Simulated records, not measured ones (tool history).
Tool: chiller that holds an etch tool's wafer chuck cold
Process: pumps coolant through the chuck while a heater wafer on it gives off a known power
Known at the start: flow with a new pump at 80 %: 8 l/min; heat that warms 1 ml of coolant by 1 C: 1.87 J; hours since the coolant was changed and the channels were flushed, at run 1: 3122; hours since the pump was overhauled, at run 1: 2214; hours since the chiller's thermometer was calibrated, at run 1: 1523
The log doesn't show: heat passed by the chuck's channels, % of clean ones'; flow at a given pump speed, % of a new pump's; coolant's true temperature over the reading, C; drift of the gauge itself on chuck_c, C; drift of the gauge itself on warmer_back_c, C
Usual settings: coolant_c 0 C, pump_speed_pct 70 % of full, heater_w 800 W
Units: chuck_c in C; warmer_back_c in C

| run | day | coolant_c | pump_speed_pct | heater_w | hours since the coolant was changed and the channels were flushed | hours since the pump was overhauled | hours since the chiller's thermometer was calibrated | chuck_c | warmer_back_c |
|---|---|---|---|---|---|---|---|---|---|
| 1 | 0.000 | 0 | 70 | 800 | 3122 | 2214 | 1523 | 7.2 | 3.81 |
| 2 | 2.925 | 0 | 70 | 800 | 3192 | 2284 | 1593 | 7.4 | 3.83 |
| 3 | 7.017 | 0 | 79 | 800 | 3290 | 2382 | 1691 | 6.8 | 3.46 |
| 4 | 11.025 | 0 | 79 | 800 | 3386 | 2479 | 1787 | 6.7 | 3.51 |
| 5 | 14.108 | 10 | 70 | 800 | 3460 | 2553 | 1861 | 17.2 | 3.93 |
| 6 | 16.508 | 10 | 70 | 800 | 3518 | 2610 | 1919 | 17.4 | 3.93 |
| 7 | 19.825 | 10 | 70 | 1134 | 3597 | 2690 | 1999 | 20.6 | 5.60 |
| 8 | 22.529 | 10 | 70 | 1134 | 3662 | 2755 | 2063 | 20.6 | 5.55 |
| 9 | 26.088 | 0 | 70 | 800 | 3748 | 2840 | 2149 | 7.3 | 3.93 |
| 10 | 28.471 | 0 | 70 | 800 | 3805 | 2897 | 2206 | 7.7 | 3.87 |
| 11 | 30.912 | 0 | 70 | 800 | 3863 | 2956 | 2265 | 7.3 | 3.96 |
| 12 | 33.229 | 0 | 70 | 800 | 3919 | 3011 | 2320 | 7.4 | 3.91 |
|  | 34.800 | coolant changed, channels flushed |
| 13 | 36.892 | 0 | 70 | 800 | 50 | 3093 | 2402 | 6.7 | 3.90 |
| 14 | 39.583 | 0 | 70 | 800 | 115 | 3158 | 2467 | 6.6 | 4.03 |
|  | 40.000 | chiller's thermometer calibrated |
| 15 | 42.512 | 0 | 84 | 800 | 184 | 3227 | 60 | 5.7 | 3.36 |
| 16 | 45.775 | 0 | 84 | 800 | 262 | 3306 | 139 | 5.8 | 3.28 |
| 17 | 49.162 | 0 | 84 | 433 | 344 | 3387 | 220 | 2.9 | 1.77 |
| 18 | 52.238 | -4 | 69 | 401 | 418 | 3461 | 294 | -0.9 | 2.07 |
|  | 53.633 | chiller's thermometer calibrated, once more |
| 19 | 55.958 | -4 | 69 | 401 | 506 | 3549 | 56 | -0.6 | 2.03 |
| 20 | 57.875 | -1 | 69 | 401 | 552 | 3595 | 102 | 2.2 | 2.08 |
| 21 | 62.125 | -1 | 69 | 401 | 654 | 3697 | 204 | 2.5 | 2.05 |
| 22 | 64.488 | 9 | 66 | 439 | 711 | 3754 | 261 | 12.8 | 2.35 |
| 23 | 68.408 | 9 | 66 | 439 | 805 | 3848 | 355 | 12.9 | 2.37 |
| 24 | 72.400 | 9 | 66 | 439 | 900 | 3944 | 450 | 13.1 | 2.31 |
| 25 | 76.167 | -3 | 98 | 582 | 991 | 4034 | 541 | 1.0 | 2.10 |
| 26 | 79.492 | -3 | 98 | 582 | 1071 | 4114 | 621 | 1.1 | 2.14 |
| 27 | 83.792 | 10 | 70 | 800 | 1174 | 4217 | 724 | 17.1 | 4.09 |
| 28 | 86.204 | 10 | 70 | 800 | 1232 | 4275 | 782 | 17.0 | 4.09 |
| 29 | 88.025 | -3 | 79 | 830 | 1275 | 4319 | 825 | 3.6 | 3.76 |
| 30 | 90.042 | 4 | 70 | 800 | 1324 | 4367 | 874 | 11.1 | 4.05 |
| 31 | 92.067 | -5 | 70 | 886 | 1372 | 4416 | 922 | 2.9 | 4.54 |
| 32 | 94.596 | -5 | 70 | 886 | 1433 | 4476 | 983 | 3.0 | 4.59 |

The same runs without the tool's hidden state, with the same run-to-run variation:
| run | chuck_c | warmer_back_c |
|---|---|---|
| 1 | 6.3 | 3.61 |
| 2 | 6.5 | 3.62 |
| 3 | 5.9 | 3.27 |
| 4 | 5.7 | 3.31 |
| 5 | 16.1 | 3.70 |
| 6 | 16.4 | 3.69 |
| 7 | 19.0 | 5.25 |
| 8 | 19.0 | 5.19 |
| 9 | 6.2 | 3.67 |
| 10 | 6.6 | 3.60 |
| 11 | 6.2 | 3.68 |
| 12 | 6.3 | 3.63 |
| 13 | 6.5 | 3.61 |
| 14 | 6.4 | 3.73 |
| 15 | 5.6 | 3.10 |
| 16 | 5.7 | 3.02 |
| 17 | 3.0 | 1.62 |
| 18 | -0.9 | 1.90 |
| 19 | -0.8 | 1.86 |
| 20 | 1.9 | 1.91 |
| 21 | 2.2 | 1.86 |
| 22 | 12.4 | 2.13 |
| 23 | 12.6 | 2.15 |
| 24 | 12.8 | 2.08 |
| 25 | 0.6 | 1.89 |
| 26 | 0.7 | 1.93 |
| 27 | 16.4 | 3.66 |
| 28 | 16.3 | 3.66 |
| 29 | 2.9 | 3.36 |
| 30 | 10.4 | 3.61 |
| 31 | 2.0 | 4.04 |
| 32 | 2.2 | 4.09 |
